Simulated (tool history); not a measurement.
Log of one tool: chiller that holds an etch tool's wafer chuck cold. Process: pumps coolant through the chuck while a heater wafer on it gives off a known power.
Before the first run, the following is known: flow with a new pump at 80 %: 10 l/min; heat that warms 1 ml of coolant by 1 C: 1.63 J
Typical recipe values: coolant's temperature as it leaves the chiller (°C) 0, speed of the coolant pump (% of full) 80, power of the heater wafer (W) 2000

run,hour,coolant's temperature as it leaves the chiller (°C),speed of the coolant pump (% of full),power of the heater wafer (W),chuck's temperature once it has settled (°C),how much warmer the coolant comes back (C)
1,0,0,80,2000,15.9,7.36
2,26,0,64,2000,18.5,9.33
3,50.9,0,64,2000,18.5,9.23
4,78.9,0,64,2000,18.5,9.29
5,115.6,0,64,2000,18.4,9.28
6,133.4,0,64,2000,18.5,9.22
7,161.2,0,64,2000,18.4,9.27
8,192.8,0,80,1139,9.2,4.26
# hour 211.9: coolant changed, channels flushed
9,231.4,0,80,2894,19.9,10.69
10,268.2,0,80,2894,20.1,10.8
11,302.3,0,80,2000,14,7.42
12,339.9,0,80,2000,13.6,7.44
13,377.2,0,80,2000,13.9,7.45
14,393.1,0,86,2000,13.3,6.95
15,424.8,0,86,2000,13.2,6.91
# hour 432.1: coolant pump overhauled
16,446.9,0,88,2000,13.2,6.72
17,481.1,-8,80,2000,6.1,7.49
18,504.7,-8,80,2000,6,7.48
# hour 539.3: coolant pump overhauled, once more
19,547.4,-8,80,2000,5.9,7.39
20,573.4,-8,80,2000,5.6,7.44
21,602.1,0,94,1110,6.9,3.56
22,636.5,0,80,1623,11.2,6
23,675.4,-2,87,2000,11.2,6.91
24,713,-1,80,1223,7.5,4.51
25,734.2,-1,67,1064,7.1,4.75
26,771.6,-5,83,1926,8.1,6.9
27,793,-5,83,1926,8.1,6.89
28,818,-5,83,1926,8.1,6.91
29,837.1,-5,83,2907,15,10.47

Branching from run 29: 3 alternative next runs. What would each branch give?
A,869.7,4,80,2079,?,?
B,869.7,-5,72,2043,?,?
C,869.7,-5,68,2907,?,?

run,chuck's temperature once it has settled (°C),how much warmer the coolant comes back (C)
A,18.8,7.79
B,10.4,8.37
C,17.8,12.79
What these runs would have given with no unlogged condition in the tool:
run,chuck's temperature once it has settled (°C),how much warmer the coolant comes back (C)
A,18.7,7.73
B,10.3,8.31
C,17.4,12.7

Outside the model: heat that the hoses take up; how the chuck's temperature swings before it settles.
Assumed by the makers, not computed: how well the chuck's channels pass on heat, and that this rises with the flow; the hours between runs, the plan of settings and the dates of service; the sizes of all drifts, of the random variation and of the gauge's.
